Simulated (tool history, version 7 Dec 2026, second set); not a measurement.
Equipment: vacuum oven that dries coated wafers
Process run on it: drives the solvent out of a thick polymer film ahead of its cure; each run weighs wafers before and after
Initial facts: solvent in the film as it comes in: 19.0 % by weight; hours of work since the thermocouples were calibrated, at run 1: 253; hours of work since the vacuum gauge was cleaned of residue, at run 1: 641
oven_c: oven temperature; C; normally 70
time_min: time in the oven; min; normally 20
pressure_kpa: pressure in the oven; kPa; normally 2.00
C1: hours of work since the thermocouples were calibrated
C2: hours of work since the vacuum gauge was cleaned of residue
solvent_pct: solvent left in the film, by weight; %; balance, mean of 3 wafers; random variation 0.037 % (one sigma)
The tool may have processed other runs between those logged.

Run 1, day 0.000: usual settings; C1 253; C2 641. Result: solvent_pct 2.34 %.
Run 2, day 1.075: usual settings; C1 271; C2 660. Result: solvent_pct 2.27 %.
Run 3, day 2.592: usual settings but oven_c 85 C; C1 297; C2 686. Result: solvent_pct 0.92 %.
Run 4, day 3.679: usual settings but oven_c 85 C; C1 316; C2 705. Result: solvent_pct 0.83 %.
Run 5, day 5.146: usual settings but time_min 14 min; C1 341; C2 730. Result: solvent_pct 3.31 %.
Run 6, day 7.050: usual settings but time_min 14 min; C1 374; C2 763. Result: solvent_pct 3.37 %.
Run 7, day 8.250: usual settings but time_min 14 min; C1 395; C2 783. Result: solvent_pct 3.36 %.
Run 8, day 9.575: usual settings but pressure_kpa 2.14 kPa; C1 418; C2 806. Result: solvent_pct 2.36 %.
Run 9, day 11.333: usual settings but pressure_kpa 2.14 kPa; C1 448; C2 836. Result: solvent_pct 2.33 %.
Run 10, day 13.312: usual settings but pressure_kpa 2.14 kPa; C1 482; C2 870. Result: solvent_pct 2.39 %.
Run 11, day 14.200: usual settings but pressure_kpa 2.14 kPa; C1 497; C2 886. Result: solvent_pct 2.34 %.
Run 12, day 15.829: usual settings but pressure_kpa 2.14 kPa; C1 525; C2 914. Result: solvent_pct 2.43 %.
Run 13, day 16.896: usual settings but pressure_kpa 2.14 kPa; C1 543; C2 932. Result: solvent_pct 2.30 %.
Run 14, day 18.796: usual settings but pressure_kpa 2.14 kPa; C1 576; C2 965. Result: solvent_pct 2.34 %.
Run 15, day 19.971: usual settings but time_min 27 min, pressure_kpa 2.14 kPa; C1 596; C2 985. Result: solvent_pct 1.82 %.
Run 16, day 22.038: usual settings but time_min 27 min, pressure_kpa 2.14 kPa; C1 632; C2 1021. Result: solvent_pct 1.93 %.
Run 17, day 23.804: usual settings but time_min 27 min, pressure_kpa 2.14 kPa; C1 662; C2 1051. Result: solvent_pct 1.93 %.
Run 18, day 25.417: usual settings; C1 690; C2 1079. Result: solvent_pct 2.23 %.
Run 19, day 26.696: usual settings but oven_c 66 C; C1 712; C2 1101. Result: solvent_pct 3.31 %.
Run 20, day 28.242: usual settings but oven_c 66 C; C1 739; C2 1127. Result: solvent_pct 3.29 %.
Run 21, day 29.738: usual settings; C1 764; C2 1153. Result: solvent_pct 2.27 %.
Run 22, day 31.462: usual settings but oven_c 78 C; C1 794; C2 1183. Result: solvent_pct 1.21 %.
Run 23, day 32.821: usual settings but oven_c 78 C; C1 817; C2 1206. Result: solvent_pct 1.14 %.
Run 24, day 34.725: usual settings but oven_c 78 C; C1 850; C2 1239. Result: solvent_pct 1.22 %.
Run 25, day 36.529: usual settings but oven_c 62 C, time_min 16 min, pressure_kpa 3.30 kPa; C1 881; C2 1270. Result: solvent_pct 6.83 %.
Run 26, day 38.604: usual settings but oven_c 62 C, time_min 16 min, pressure_kpa 3.30 kPa; C1 917; C2 1306. Result: solvent_pct 6.80 %.
At day 39.767: oven's thermocouples calibrated.
Run 27, day 40.479: usual settings but oven_c 62 C, time_min 16 min, pressure_kpa 3.30 kPa; C1 12; C2 1336. Result: solvent_pct 7.48 %.
Run 28, day 41.804: usual settings but oven_c 62 C, time_min 16 min, pressure_kpa 3.30 kPa; C1 35; C2 1359. Result: solvent_pct 7.56 %.
Run 29, day 43.779: usual settings but oven_c 66 C, pressure_kpa 3.20 kPa; C1 69; C2 1393. Result: solvent_pct 4.74 %.
Run 30, day 45.525: usual settings but oven_c 73 C, time_min 22 min, pressure_kpa 5.54 kPa; C1 99; C2 1423. Result: solvent_pct 4.11 %.
Run 31, day 46.950: usual settings but oven_c 74 C, time_min 18 min, pressure_kpa 2.65 kPa; C1 124; C2 1448. Result: solvent_pct 2.36 %.
Run 32, day 48.412: usual settings but oven_c 76 C, time_min 31 min, pressure_kpa 1.66 kPa; C1 149; C2 1473. Result: solvent_pct 1.19 %.
Run 33, day 50.425: usual settings but oven_c 76 C, time_min 31 min, pressure_kpa 1.66 kPa; C1 183; C2 1507. Result: solvent_pct 1.21 %.
Run 34, day 51.554: usual settings but oven_c 75 C, time_min 31 min, pressure_kpa 2.54 kPa; C1 203; C2 1527. Result: solvent_pct 1.75 %.
Run 35, day 53.233: usual settings but oven_c 79 C; C1 232; C2 1556. Result: solvent_pct 1.25 %.
Run 36, day 54.771: usual settings but oven_c 79 C; C1 258; C2 1582. Result: solvent_pct 1.24 %.
Run 37, day 56.812: usual settings but oven_c 62 C, time_min 12 min, pressure_kpa 2.35 kPa; C1 293; C2 1617. Result: solvent_pct 8.00 %.
Run 38, day 58.771: usual settings but oven_c 62 C, time_min 12 min, pressure_kpa 2.35 kPa; C1 327; C2 1651. Result: solvent_pct 7.97 %.
Run 39, day 60.833: usual settings but oven_c 71 C, time_min 27 min, pressure_kpa 2.35 kPa; C1 362; C2 1686. Result: solvent_pct 2.13 %.
Run 40, day 62.367: usual settings but oven_c 71 C, time_min 27 min, pressure_kpa 2.35 kPa; C1 389; C2 1713. Result: solvent_pct 2.14 %.
Run 41, day 63.408: usual settings but oven_c 71 C, time_min 27 min, pressure_kpa 2.35 kPa; C1 407; C2 1731. Result: solvent_pct 2.17 %.
Run 42, day 65.121: usual settings but oven_c 65 C, time_min 19 min, pressure_kpa 7.06 kPa; C1 436; C2 1760. Result: solvent_pct 8.19 %.
Run 43, day 66.329: usual settings but oven_c 82 C, time_min 24 min; C1 457; C2 1781. Result: solvent_pct 1.08 %.
Run 44, day 68.125: usual settings but oven_c 82 C, time_min 24 min; C1 488; C2 1812. Result: solvent_pct 1.14 %.
Run 45, day 69.258: usual settings but pressure_kpa 1.10 kPa; C1 507; C2 1831. Result: solvent_pct 1.96 %.
Run 46, day 70.225: usual settings but oven_c 84 C, time_min 11 min; C1 524; C2 1848. Result: solvent_pct 1.15 %.
Run 47, day 72.079: usual settings but oven_c 64 C, time_min 12 min, pressure_kpa 1.83 kPa; C1 556; C2 1880. Result: solvent_pct 6.63 %.

Measured minus without-hidden-state, run by run (identical run-to-run variation in each term; gauge scatter may differ):
What the log doesn't record here: true wafer temperature over the reading, C; true pressure over the reading, kPa; drift of the gauge itself on solvent_pct, %.
run  solvent_pct
  1        -0.02
  2        -0.01
  3        +0.04
  4        +0.04
  5        -0.09
  6        -0.10
  7        -0.11
  8        -0.03
  9        -0.04
 10        -0.05
 11        -0.04
 12        -0.05
 13        -0.05
 14        -0.06
 15        +0.02
 16        +0.02
 17        +0.02
 18        -0.07
 19        -0.16
 20        -0.16
 21        -0.08
 22        +0.05
 23        +0.05
 24        +0.05
 25        -0.36
 26        -0.38
 27        +0.35
 28        +0.35
 29        +0.31
 30        +0.23
 31        +0.22
 32        +0.19
 33        +0.19
 34        +0.21
 35        +0.17
 36        +0.17
 37        +0.21
 38        +0.19
 39        +0.23
 40        +0.23
 41        +0.24
 42        +0.18
 43        +0.16
 44        +0.17
 45        +0.21
 46        +0.14
 47        +0.09
